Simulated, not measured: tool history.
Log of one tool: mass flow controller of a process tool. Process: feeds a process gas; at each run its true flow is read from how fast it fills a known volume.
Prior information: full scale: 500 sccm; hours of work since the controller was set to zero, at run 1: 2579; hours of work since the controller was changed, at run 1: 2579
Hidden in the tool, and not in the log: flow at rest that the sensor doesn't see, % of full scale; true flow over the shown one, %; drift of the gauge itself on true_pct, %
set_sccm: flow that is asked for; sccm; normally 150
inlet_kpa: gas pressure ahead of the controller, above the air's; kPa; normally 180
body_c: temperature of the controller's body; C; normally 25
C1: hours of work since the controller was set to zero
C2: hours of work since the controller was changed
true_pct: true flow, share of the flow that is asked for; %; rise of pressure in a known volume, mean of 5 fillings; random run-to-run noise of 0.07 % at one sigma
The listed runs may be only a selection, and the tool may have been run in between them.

{"run": 1, "hour": 0.0, "set_sccm": 150, "inlet_kpa": 180, "body_c": 25, "C1": 2579, "C2": 2579, "true_pct": 98.08}
{"run": 2, "hour": 197.2, "set_sccm": 175, "inlet_kpa": 180, "body_c": 25, "C1": 2640, "C2": 2640, "true_pct": 98.17}
{"run": 3, "hour": 349.8, "set_sccm": 175, "inlet_kpa": 180, "body_c": 25, "C1": 2687, "C2": 2687, "true_pct": 98.32}
{"run": 4, "hour": 478.2, "set_sccm": 150, "inlet_kpa": 199, "body_c": 25, "C1": 2727, "C2": 2727, "true_pct": 97.99}
{"run": 5, "hour": 653.6, "set_sccm": 150, "inlet_kpa": 199, "body_c": 25, "C1": 2781, "C2": 2781, "true_pct": 98.07}
{"run": 6, "hour": 791.2, "set_sccm": 150, "inlet_kpa": 199, "body_c": 25, "C1": 2823, "C2": 2823, "true_pct": 97.94}
{"run": 7, "hour": 895.2, "set_sccm": 150, "inlet_kpa": 189, "body_c": 25, "C1": 2855, "C2": 2855, "true_pct": 97.85}
{"run": 8, "hour": 1063.9, "set_sccm": 150, "inlet_kpa": 183, "body_c": 25, "C1": 2907, "C2": 2907, "true_pct": 97.95}
{"run": 9, "hour": 1216.7, "set_sccm": 150, "inlet_kpa": 183, "body_c": 25, "C1": 2954, "C2": 2954, "true_pct": 98.06}
{"run": 10, "hour": 1306.0, "set_sccm": 150, "inlet_kpa": 183, "body_c": 25, "C1": 2982, "C2": 2982, "true_pct": 97.99}
{"run": 11, "hour": 1497.3, "set_sccm": 150, "inlet_kpa": 144, "body_c": 25, "C1": 3041, "C2": 3041, "true_pct": 98.1}
{"run": 12, "hour": 1651.8, "set_sccm": 150, "inlet_kpa": 180, "body_c": 25, "C1": 3089, "C2": 3089, "true_pct": 98.04}
{"run": 13, "hour": 1769.1, "set_sccm": 150, "inlet_kpa": 180, "body_c": 25, "C1": 3125, "C2": 3125, "true_pct": 98.09}
{"run": 14, "hour": 1952.0, "set_sccm": 150, "inlet_kpa": 180, "body_c": 25, "C1": 3181, "C2": 3181, "true_pct": 98.06}
{"run": 15, "hour": 2144.2, "set_sccm": 150, "inlet_kpa": 180, "body_c": 25, "C1": 3240, "C2": 3240, "true_pct": 97.89}
{"run": 16, "hour": 2310.9, "set_sccm": 150, "inlet_kpa": 180, "body_c": 25, "C1": 3292, "C2": 3292, "true_pct": 98.0}
{"run": 17, "hour": 2427.5, "set_sccm": 150, "inlet_kpa": 141, "body_c": 25, "C1": 3328, "C2": 3328, "true_pct": 98.18}
{"run": 18, "hour": 2527.6, "set_sccm": 150, "inlet_kpa": 141, "body_c": 25, "C1": 3359, "C2": 3359, "true_pct": 98.02}
{"run": 19, "hour": 2699.9, "set_sccm": 150, "inlet_kpa": 141, "body_c": 25, "C1": 3412, "C2": 3412, "true_pct": 98.18}
{"run": 20, "hour": 2807.1, "set_sccm": 150, "inlet_kpa": 141, "body_c": 25, "C1": 3445, "C2": 3445, "true_pct": 98.18}
{"run": 21, "hour": 2988.1, "set_sccm": 150, "inlet_kpa": 141, "body_c": 25, "C1": 3500, "C2": 3500, "true_pct": 98.14}
{"run": 22, "hour": 3074.5, "set_sccm": 150, "inlet_kpa": 141, "body_c": 25, "C1": 3527, "C2": 3527, "true_pct": 98.14}
{"run": 23, "hour": 3195.8, "set_sccm": 150, "inlet_kpa": 141, "body_c": 25, "C1": 3565, "C2": 3565, "true_pct": 98.13}
{"run": 24, "hour": 3343.4, "set_sccm": 150, "inlet_kpa": 141, "body_c": 25, "C1": 3610, "C2": 3610, "true_pct": 98.12}
{"run": 25, "hour": 3486.2, "set_sccm": 150, "inlet_kpa": 224, "body_c": 20, "C1": 3654, "C2": 3654, "true_pct": 98.11}
{"run": 26, "hour": 3609.2, "set_sccm": 140, "inlet_kpa": 180, "body_c": 25, "C1": 3692, "C2": 3692, "true_pct": 97.78}
{"run": 27, "hour": 3702.2, "set_sccm": 287, "inlet_kpa": 251, "body_c": 25, "C1": 3721, "C2": 3721, "true_pct": 98.88}
{"run": 28, "hour": 3854.2, "set_sccm": 119, "inlet_kpa": 251, "body_c": 28, "C1": 3767, "C2": 3767, "true_pct": 97.08}
{"run": 29, "hour": 4007.5, "set_sccm": 95, "inlet_kpa": 151, "body_c": 28, "C1": 3815, "C2": 3815, "true_pct": 96.97}
{"run": 30, "hour": 4122.3, "set_sccm": 150, "inlet_kpa": 180, "body_c": 37, "C1": 3850, "C2": 3850, "true_pct": 97.39}
{"run": 31, "hour": 4272.2, "set_sccm": 150, "inlet_kpa": 249, "body_c": 25, "C1": 3896, "C2": 3896, "true_pct": 97.74}
{"run": 32, "hour": 4434.3, "set_sccm": 150, "inlet_kpa": 249, "body_c": 25, "C1": 3946, "C2": 3946, "true_pct": 97.77}
{"run": 33, "hour": 4636.8, "set_sccm": 150, "inlet_kpa": 249, "body_c": 25, "C1": 4009, "C2": 4009, "true_pct": 97.77}
{"run": 34, "hour": 4784.2, "set_sccm": 150, "inlet_kpa": 156, "body_c": 25, "C1": 4054, "C2": 4054, "true_pct": 98.06}
{"run": 35, "hour": 4929.5, "set_sccm": 90, "inlet_kpa": 154, "body_c": 21, "C1": 4099, "C2": 4099, "true_pct": 97.13}
{"run": 36, "hour": 5073.9, "set_sccm": 90, "inlet_kpa": 154, "body_c": 21, "C1": 4143, "C2": 4143, "true_pct": 97.23}
{"run": 37, "hour": 5183.7, "set_sccm": 90, "inlet_kpa": 154, "body_c": 21, "C1": 4177, "C2": 4177, "true_pct": 97.19}
{"run": 38, "hour": 5277.8, "set_sccm": 150, "inlet_kpa": 180, "body_c": 30, "C1": 4206, "C2": 4206, "true_pct": 97.68}
{"run": 39, "hour": 5428.7, "set_sccm": 66, "inlet_kpa": 180, "body_c": 27, "C1": 4253, "C2": 4253, "true_pct": 95.94}
{"run": 40, "hour": 5564.6, "set_sccm": 66, "inlet_kpa": 180, "body_c": 27, "C1": 4295, "C2": 4295, "true_pct": 96.02}
{"run": 41, "hour": 5750.9, "set_sccm": 198, "inlet_kpa": 151, "body_c": 22, "C1": 4352, "C2": 4352, "true_pct": 98.43}
{"run": 42, "hour": 5889.5, "set_sccm": 198, "inlet_kpa": 151, "body_c": 22, "C1": 4395, "C2": 4395, "true_pct": 98.65}
{"run": 43, "hour": 6044.5, "set_sccm": 198, "inlet_kpa": 146, "body_c": 25, "C1": 4443, "C2": 4443, "true_pct": 98.53}
{"run": 44, "hour": 6168.7, "set_sccm": 80, "inlet_kpa": 196, "body_c": 21, "C1": 4481, "C2": 4481, "true_pct": 96.79}
{"run": 45, "hour": 6259.3, "set_sccm": 150, "inlet_kpa": 260, "body_c": 25, "C1": 4509, "C2": 4509, "true_pct": 97.66}
{"run": 46, "hour": 6441.1, "set_sccm": 150, "inlet_kpa": 192, "body_c": 23, "C1": 4565, "C2": 4565, "true_pct": 97.92}
{"run": 47, "hour": 6565.2, "set_sccm": 315, "inlet_kpa": 192, "body_c": 33, "C1": 4603, "C2": 4603, "true_pct": 99.03}

Below are 4 alternative next runs, each starting from the tool's condition after run 47. Predict each:
{"run": "A", "hour": 6662.2, "set_sccm": 274, "inlet_kpa": 233, "body_c": 33, "C1": 4633, "C2": 4633, "true_pct": "?"}
{"run": "B", "hour": 6662.2, "set_sccm": 315, "inlet_kpa": 270, "body_c": 33, "C1": 4633, "C2": 4633, "true_pct": "?"}
{"run": "C", "hour": 6662.2, "set_sccm": 382, "inlet_kpa": 230, "body_c": 33, "C1": 4633, "C2": 4633, "true_pct": "?"}
{"run": "D", "hour": 6662.2, "set_sccm": 89, "inlet_kpa": 167, "body_c": 26, "C1": 4633, "C2": 4633, "true_pct": "?"}

run=A true_pct=98.51
run=B true_pct=98.64
run=C true_pct=99.16
run=D true_pct=96.87
What these runs would have given with no unlogged condition in the tool:
run=A true_pct=98.36
run=B true_pct=98.41
run=C true_pct=98.83
run=D true_pct=98.01
